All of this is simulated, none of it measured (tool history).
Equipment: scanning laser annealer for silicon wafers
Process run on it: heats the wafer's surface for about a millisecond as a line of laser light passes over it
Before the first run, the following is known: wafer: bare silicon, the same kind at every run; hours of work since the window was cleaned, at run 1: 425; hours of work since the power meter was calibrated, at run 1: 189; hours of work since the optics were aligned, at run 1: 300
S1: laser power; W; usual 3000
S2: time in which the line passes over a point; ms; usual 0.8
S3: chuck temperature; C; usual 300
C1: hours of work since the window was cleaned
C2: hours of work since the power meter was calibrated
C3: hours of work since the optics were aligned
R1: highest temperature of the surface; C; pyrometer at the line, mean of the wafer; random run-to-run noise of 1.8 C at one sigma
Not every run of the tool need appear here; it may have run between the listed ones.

run	day	S1	S2	S3	C1	C2	C3	R1
1	0	3000	0.8	300	425	189	300	998
2	0.492	3000	0.8	300	430	194	305	994
3	0.8	3000	0.8	300	433	198	308	995
4	1.162	3000	0.8	300	437	201	312	995
5	1.692	3000	0.8	300	442	207	317	995
6	2.217	3000	0.8	300	447	212	322	996
7	2.467	3000	0.8	300	450	215	325	994
8	2.779	3000	0.8	300	453	218	328	994
9	3.192	3000	0.8	300	457	222	332	995
10	3.429	3000	0.8	300	460	224	335	995
11	3.912	3000	0.8	300	465	229	340	992
# day 4.071: laser's power meter calibrated
12	4.517	3000	0.8	300	470	5	345	992
13	4.817	3000	0.8	300	473	8	348	989
14	5.238	3000	0.8	300	477	12	352	992
15	5.458	3000	0.925	299	479	14	354	1053
16	5.9	3000	0.976	296	484	19	359	1073
17	6.212	3002	0.867	296	487	22	362	1019
# day 6.817: laser's power meter calibrated, once more
18	6.858	2878	0.594	300	492	0	367	865
19	7.279	2739	0.8	272	496	5	371	909
20	7.667	3229	0.957	283	500	9	375	1106
21	7.904	2729	0.957	283	503	11	378	984
22	8.375	2940	0.92	283	508	16	383	1021
23	8.775	3075	0.8	313	512	20	387	1023
24	9.254	2695	0.8	265	517	25	392	893
25	9.488	2695	0.8	265	519	27	394	891
26	9.929	2695	0.883	298	523	32	398	958
27	10.158	2695	0.883	298	526	34	401	959

Across each entry between runs, compare the hidden state at the last listed run before it with the hidden state at the first listed run after it:
In the gap between runs 11 and 12: laser's power meter calibrated (day 4.071)
  light that passes the window, % of a clean one's: 96.95 -> 96.92; laser's true power over the reading, %: -0.04 -> -0.07; width of the line over the set one, %: 0.92 -> 0.93
  difference, measured minus the result without the unlogged condition, R1: -23 -> -24 C
In the gap between runs 17 and 18: laser's power meter calibrated, once more (day 6.817)
  light that passes the window, % of a clean one's: 96.81 -> 96.77; laser's true power over the reading, %: -0.07 -> 0.21; width of the line over the set one, %: 0.97 -> 0.98
  difference, measured minus the result without the unlogged condition, R1: -26 -> -18 C
